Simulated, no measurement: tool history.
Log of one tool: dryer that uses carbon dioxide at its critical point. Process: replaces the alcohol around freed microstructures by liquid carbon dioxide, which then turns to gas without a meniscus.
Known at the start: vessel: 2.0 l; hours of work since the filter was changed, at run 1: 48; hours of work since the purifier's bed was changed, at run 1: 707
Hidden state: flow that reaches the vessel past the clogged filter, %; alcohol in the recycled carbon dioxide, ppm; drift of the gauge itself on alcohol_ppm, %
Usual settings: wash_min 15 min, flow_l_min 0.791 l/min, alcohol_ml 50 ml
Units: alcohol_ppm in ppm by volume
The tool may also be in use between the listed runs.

run    hour  wash_min  flow_l_min  alcohol_ml  hours of work since the filter was changed  hours of work since the purifier's bed was changed  alcohol_ppm
  1       0        15       0.791          50                                          48                                                 707          334
  2    53.2        15       0.791          50                                          75                                                 734          343
  3      90        15       0.791          50                                          93                                                 752          370
  4   134.9        15       0.791          50                                         116                                                 774          374
  5   184.2        15       0.791          50                                         140                                                 799          386
  6   215.6        15       0.791          50                                         156                                                 815          405
  7   273.6        15       0.791          50                                         185                                                 844          428
  8   302.9        15       0.791          50                                         200                                                 858          443
  9     354        15       0.791          50                                         225                                                 884          456
 10   402.4        15       0.791          50                                         249                                                 908          483
 11     452        15       0.791          50                                         274                                                 933          491
 12   516.1        15       0.791          50                                         306                                                 965          539
 13   574.5        15       0.791          50                                         335                                                 994          578
 14   604.5        15       0.504          94                                         350                                                1009         3613
      656.9  -- inlet filter changed
 15   663.7        24       0.671          68                                           3                                                1038          263
 16   725.4        24       0.671          68                                          34                                                1069          274
 17     756        24       0.671          68                                          50                                                1084          276
 18   804.4        15       0.896          33                                          74                                                1108          298
 19   850.6        15       0.896          33                                          97                                                1132          312
 20   900.9        15       0.791          52                                         122                                                1157          460
 21   944.2        24       0.728          50                                         144                                                1178          274
 22   972.3        10       0.615          76                                         158                                                1192         3588
 23  1007.4        15       0.791          78                                         175                                                1210          639
 24  1060.2        15       0.791          78                                         202                                                1236          659
 25  1087.4        10        0.64          78                                         215                                                1250         3726
       1122  -- purifier's bed changed
 26  1122.5        13       0.486          75                                         231                                                   0         3723

3 ways to go on from here, each from the tool as it stands after run 26. What would each give?
  A  1187.9        15       0.787          50                                         264                                                  33            ?
  B  1187.9        14       0.791          71                                         264                                                  33            ?
  C  1187.9        13       1.239          75                                         264                                                  33            ?

run  alcohol_ppm
  A          323
  B          567
  C           92
Without the tool's hidden state the same runs would have given:
run  alcohol_ppm
  A          178
  B          321
  C           41
